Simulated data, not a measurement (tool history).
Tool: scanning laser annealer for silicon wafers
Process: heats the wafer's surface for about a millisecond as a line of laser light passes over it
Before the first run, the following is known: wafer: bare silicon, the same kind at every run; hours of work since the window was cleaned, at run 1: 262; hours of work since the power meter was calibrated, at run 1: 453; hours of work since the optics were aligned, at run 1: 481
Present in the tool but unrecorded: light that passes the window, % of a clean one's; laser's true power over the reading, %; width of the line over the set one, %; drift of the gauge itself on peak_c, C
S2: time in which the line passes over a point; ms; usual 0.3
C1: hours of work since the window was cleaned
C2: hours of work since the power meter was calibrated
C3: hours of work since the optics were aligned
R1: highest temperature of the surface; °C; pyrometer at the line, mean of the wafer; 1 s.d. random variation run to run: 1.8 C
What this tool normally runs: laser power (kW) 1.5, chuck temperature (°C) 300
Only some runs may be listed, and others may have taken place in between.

Run 1, hour 0: usual settings; C1 262; C2 453; C3 481. Result: R1 992 °C.
Run 2, hour 27.3: usual settings but chuck temperature (°C) 298; C1 276; C2 467; C3 495. Result: R1 990 °C.
Run 3, hour 64.5: usual settings; C1 295; C2 486; C3 514. Result: R1 991 °C.
Run 4, hour 89.3: usual settings; C1 307; C2 499; C3 526. Result: R1 991 °C.
Run 5, hour 119.4: usual settings; C1 323; C2 514; C3 542. Result: R1 989 °C.
Run 6, hour 143.1: usual settings; C1 335; C2 526; C3 554. Result: R1 986 °C.
Run 7, hour 174.6: usual settings; C1 350; C2 542; C3 570. Result: R1 987 °C.
Run 8, hour 212: usual settings but chuck temperature (°C) 329; C1 369; C2 561; C3 588. Result: R1 1011 °C.
Run 9, hour 237: usual settings but chuck temperature (°C) 329; C1 382; C2 573; C3 601. Result: R1 1014 °C.
Run 10, hour 259.8: usual settings but chuck temperature (°C) 329; C1 394; C2 585; C3 613. Result: R1 1011 °C.
Run 11, hour 285.4: usual settings but chuck temperature (°C) 329; C1 407; C2 598; C3 626. Result: R1 1010 °C.
Run 12, hour 321: usual settings but chuck temperature (°C) 329; C1 425; C2 616; C3 644. Result: R1 1012 °C.
Run 13, hour 351.6: usual settings but chuck temperature (°C) 329; C1 440; C2 631; C3 659. Result: R1 1007 °C.
Run 14, hour 393.8: usual settings; C1 461; C2 653; C3 680. Result: R1 977 °C.
Run 15, hour 433.5: usual settings but laser power (kW) 1.491, S2 0.363 ms; C1 481; C2 673; C3 701. Result: R1 1051 °C.
Run 16, hour 457.7: usual settings but laser power (kW) 1.491, S2 0.311 ms, chuck temperature (°C) 315; C1 494; C2 685; C3 713. Result: R1 1001 °C.
Run 17, hour 476.4: usual settings but laser power (kW) 1.491, S2 0.311 ms, chuck temperature (°C) 315; C1 503; C2 695; C3 722. Result: R1 1004 °C.
At hour 512.2: window over the wafer cleaned.
Run 18, hour 519.5: usual settings but laser power (kW) 1.491, S2 0.311 ms, chuck temperature (°C) 315; C1 4; C2 715; C3 743. Result: R1 995 °C.
Run 19, hour 546.9: usual settings but laser power (kW) 1.491, S2 0.311 ms, chuck temperature (°C) 315; C1 18; C2 729; C3 757. Result: R1 992 °C.
Run 20, hour 576.4: usual settings but laser power (kW) 1.491, S2 0.311 ms, chuck temperature (°C) 315; C1 33; C2 744; C3 772. Result: R1 994 °C.
At hour 610.4: window over the wafer cleaned, once more.
Run 21, hour 614.2: usual settings but laser power (kW) 1.491, S2 0.311 ms, chuck temperature (°C) 315; C1 2; C2 762; C3 790. Result: R1 1038 °C.
Run 22, hour 653.6: usual settings but S2 0.217 ms, chuck temperature (°C) 275; C1 22; C2 782; C3 810. Result: R1 865 °C.
Run 23, hour 687: usual settings but S2 0.283 ms, chuck temperature (°C) 305; C1 39; C2 799; C3 827. Result: R1 991 °C.
Run 24, hour 724.2: usual settings but laser power (kW) 1.289, S2 0.298 ms; C1 58; C2 818; C3 846. Result: R1 892 °C.
Run 25, hour 743.7: usual settings but laser power (kW) 1.307, S2 0.284 ms, chuck temperature (°C) 280; C1 67; C2 828; C3 856. Result: R1 864 °C.
Run 26, hour 776.4: usual settings but laser power (kW) 1.365, S2 0.284 ms, chuck temperature (°C) 324; C1 84; C2 844; C3 872. Result: R1 940 °C.
Run 27, hour 798.8: usual settings but laser power (kW) 1.376, S2 0.257 ms; C1 95; C2 856; C3 884. Result: R1 882 °C.
Run 28, hour 825.4: usual settings but laser power (kW) 1.605, S2 0.217 ms; C1 109; C2 869; C3 897. Result: R1 928 °C.

Describe how what the log doesn't record of the tool's condition differs between the last listed run preceding each entry between runs and the first listed run following it.
Runs 17 to 18: window over the wafer cleaned (hour 512.2)
  light that passes the window, % of a clean one's: 95.37 -> 94.71; laser's true power over the reading, %: 0.64 -> 0.65; width of the line over the set one, %: 1.58 -> 1.62
  measured less the result without the state, R1: -38 -> -43 °C
Runs 20 to 21: window over the wafer cleaned, once more (hour 610.4)
  light that passes the window, % of a clean one's: 94.47 -> 99.77; laser's true power over the reading, %: 0.67 -> 0.68; width of the line over the set one, %: 1.68 -> 1.71
  measured less the result without the state, R1: -45 -> -3 °C
